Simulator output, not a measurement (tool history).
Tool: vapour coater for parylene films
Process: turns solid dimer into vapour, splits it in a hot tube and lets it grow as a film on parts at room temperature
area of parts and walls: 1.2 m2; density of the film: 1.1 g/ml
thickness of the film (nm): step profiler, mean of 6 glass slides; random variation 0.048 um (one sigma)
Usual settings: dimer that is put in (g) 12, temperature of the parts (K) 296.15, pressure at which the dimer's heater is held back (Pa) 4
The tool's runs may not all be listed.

run	hour	dimer that is put in (g)	temperature of the parts (K)	pressure at which the dimer's heater is held back (Pa)	thickness of the film (nm)
1	0	12	296.15	4	6390
2	16.5	12	296.15	4	6390
3	31	12	296.15	4	6410
4	42.3	12	296.15	4	6480
5	51	12	296.15	4	6360
6	70.9	12	296.15	4	6420
7	84.4	13	296.15	4	6970
8	97.3	13	296.15	4	6960
9	111.1	13	296.15	4	6950
10	125.1	13	296.15	4	6900
11	134.6	13	296.15	4	6870
# hour 152.1: trap's valve overhauled
12	153.5	13	296.15	4	7490
13	169	12	296.15	4	6940
14	184.9	12	296.15	4	6910
15	194.7	12	296.15	4	6880
16	209.1	12	296.15	4	6870
17	219.5	12	296.15	4	6920
18	236.2	12	296.15	4	6920
19	248.5	12	296.15	4	6850
20	257.6	12	296.15	4	6960
21	271	12	296.15	4	6770
22	280.9	12	296.15	4	6940
23	297.3	12	296.15	4	6890
24	316.3	12	296.15	4	6860
25	333.9	12	296.15	4	6850
26	342	6	289.15	2.49	4330
# hour 344.5: table's thermometer calibrated
27	362.3	7	288.15	9.26	4050
28	376.8	15	288.15	5.95	9700
29	394.1	11	296.15	4	6260
30	403.8	12	301.15	10.21	4870
31	412.6	12	289.15	6.29	7320
32	425.9	15	299.15	5.62	7350
33	439.9	15	299.15	5.62	7270
34	448.2	15	299.15	5.62	7240
35	460.3	12	307.15	8.15	4420
# hour 464.7: table's thermometer calibrated, once more
36	472.2	12	307.15	8.15	4400
37	490.9	9	289.15	6.32	5390
38	507.5	8	299.15	6.32	3770
39	520.7	8	299.15	6.32	3730
40	529.6	9	297.15	4	4950
41	538.8	16	302.15	11.52	6050
42	551.9	16	296.15	4	8930
43	560.7	17	296.15	4	9440
44	578.3	12	302.15	4	5760
45	587.9	12	302.15	4	5790
46	598.3	12	302.15	4	5760
47	608.4	12	302.15	4	5730

3 ways to go on from here, each from the tool as it stands after run 47. What would each give?
A	626.3	16	291.15	4	?
B	626.3	12	296.15	4.14	?
C	626.3	12	296.15	5.04	?

run	thickness of the film (nm)
A	9880
B	6610
C	6300
Without the tool's hidden state the same runs would have given:
run	thickness of the film (nm)
A	10310
B	6900
C	6570
